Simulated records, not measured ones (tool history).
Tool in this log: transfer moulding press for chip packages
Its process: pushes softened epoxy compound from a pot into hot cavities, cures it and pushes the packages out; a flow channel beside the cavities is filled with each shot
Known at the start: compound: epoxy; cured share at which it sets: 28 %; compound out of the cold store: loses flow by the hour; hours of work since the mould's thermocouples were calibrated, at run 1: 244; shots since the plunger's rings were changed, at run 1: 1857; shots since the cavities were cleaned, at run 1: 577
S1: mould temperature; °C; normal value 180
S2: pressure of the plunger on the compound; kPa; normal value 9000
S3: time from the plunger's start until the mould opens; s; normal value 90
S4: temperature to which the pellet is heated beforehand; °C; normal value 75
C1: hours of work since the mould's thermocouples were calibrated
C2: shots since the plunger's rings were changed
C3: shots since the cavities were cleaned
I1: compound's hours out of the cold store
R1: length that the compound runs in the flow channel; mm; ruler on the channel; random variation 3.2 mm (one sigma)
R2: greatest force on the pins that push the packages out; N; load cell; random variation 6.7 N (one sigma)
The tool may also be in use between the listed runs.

run,hour,S1,S2,S3,S4,C1,C2,C3,I1,R1,R2
1,0.0,180,9000,90,75,244,1857,577,10.8,930,442
# hour 12.3: cavities cleaned with cleaning compound and waxed
2,48.8,180,9000,90,75,276,2518,510,32.3,839,387
# hour 61.5: cavities cleaned with cleaning compound and waxed
3,100.2,180,9000,90,71,310,3218,542,31.9,829,417
# hour 112.2: cavities cleaned with cleaning compound and waxed
4,151.1,180,9000,90,71,343,3909,544,11.3,893,432
# hour 164.0: cavities cleaned with cleaning compound and waxed
# hour 190.3: plunger's sealing rings changed
# hour 206.6: mould's thermocouples calibrated
# hour 218.0: cavities cleaned with cleaning compound and waxed
5,218.0,173,9000,90,71,7,339,0,22.3,926,435
6,260.7,184,9000,90,71,36,937,598,23.7,882,407
# hour 265.8: cavities cleaned with cleaning compound and waxed
7,309.9,184,9000,90,71,68,1605,617,19.1,887,413
# hour 316.6: cavities cleaned with cleaning compound and waxed
8,356.7,180,9260,90,75,98,2239,561,22.8,889,438
# hour 366.4: cavities cleaned with cleaning compound and waxed
# hour 417.8: cavities cleaned with cleaning compound and waxed
9,427.2,180,9260,90,75,144,3185,133,26.2,869,334
# hour 467.2: cavities cleaned with cleaning compound and waxed
10,488.2,180,9000,74,72,184,4017,293,42.9,785,490
# hour 515.6: cavities cleaned with cleaning compound and waxed
# hour 521.5: plunger's sealing rings changed
11,561.4,180,9000,74,72,231,559,606,27.3,889,633
# hour 567.7: cavities cleaned with cleaning compound and waxed
12,606.4,180,9000,74,72,260,1169,543,29.4,864,607
# hour 619.3: cavities cleaned with cleaning compound and waxed
13,642.9,182,9890,81,65,284,1659,331,19.9,939,416
# hour 669.1: cavities cleaned with cleaning compound and waxed
14,675.5,182,8360,81,78,305,2094,90,36.8,796,334
# hour 717.1: cavities cleaned with cleaning compound and waxed
15,730.9,178,8210,90,68,342,2848,192,21.4,841,387
# hour 768.8: cavities cleaned with cleaning compound and waxed
# hour 785.3: mould's thermocouples calibrated
16,800.1,182,7770,92,81,10,3768,410,24.2,787,383

Predict each of these 4 candidate next runs independently; none follows another, all start after run 16:
# hour 819.4: cavities cleaned with cleaning compound and waxed
# hour 852.7: plunger's sealing rings changed
A,855.6,180,9000,89,75,45,42,473,38.9,?,?
# hour 819.4: cavities cleaned with cleaning compound and waxed
# hour 852.7: plunger's sealing rings changed
B,855.6,174,7770,98,81,45,42,473,45.7,?,?
# hour 819.4: cavities cleaned with cleaning compound and waxed
# hour 852.7: plunger's sealing rings changed
C,855.6,188,9000,88,83,45,42,473,43.8,?,?
# hour 819.4: cavities cleaned with cleaning compound and waxed
# hour 852.7: plunger's sealing rings changed
D,855.6,180,7110,96,68,45,42,473,16.9,?,?

run,R1,R2
A,846,422
B,773,464
C,814,353
D,831,393
With no hidden state in the tool, these same runs would have given:
run,R1,R2
A,847,280
B,774,308
C,815,237
D,832,261
